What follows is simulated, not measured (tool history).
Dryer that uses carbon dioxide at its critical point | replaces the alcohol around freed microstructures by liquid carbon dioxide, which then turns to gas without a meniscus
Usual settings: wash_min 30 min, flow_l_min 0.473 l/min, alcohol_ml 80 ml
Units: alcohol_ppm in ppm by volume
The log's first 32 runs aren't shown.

run     day  wash_min  flow_l_min  alcohol_ml  hours of work since the filter was changed  hours of work since the purifier's bed was changed  alcohol_ppm
 33  27.379        30       0.673          72                                         140                                                  22           49
 34  28.225        25       0.326          43                                         150                                                  32         1367
     28.904  -- inlet filter changed
 35  29.175        21       0.553          60                                           3                                                  42          518
 36  29.771        28       0.744          39                                          10                                                  49           21
 37  30.838        40       0.512          39                                          23                                                  62           40
 38  31.508        24       0.371          80                                          30                                                  70         1766
 39  32.208        44       0.371          47                                          39                                                  78          100
 40  32.879        44       0.355          46                                          46                                                  86          131
 41  33.917        42       0.351          44                                          59                                                  98          163
 42  34.588        42       0.351          44                                          66                                                 106          152
 43  35.667        34       0.465          44                                          79                                                 118          134
 44  36.754        37         0.4          30                                          92                                                 131          131
 45  37.817        34       0.473          98                                         104                                                 143          250
 46  38.792        34       0.473          86                                         116                                                 155          218

5 ways to go on from here, each from the tool as it stands after run 46. What would each give?
  A  39.396        19       0.473          80                                         123                                                 162            ?
  B  39.396        34       0.585          86                                         123                                                 162            ?
  C  39.396        38       0.348          59                                         123                                                 162            ?
  D  39.396        22       0.473          61                                         123                                                 162            ?
  E  39.396        31       0.402          65                                         123                                                 162            ?

run  alcohol_ppm
  A         1939
  B           95
  C          365
  D          965
  E          503
Without the tool's hidden state the same runs would have given:
run  alcohol_ppm
  A         1624
  B           49
  C          265
  D          773
  E          378
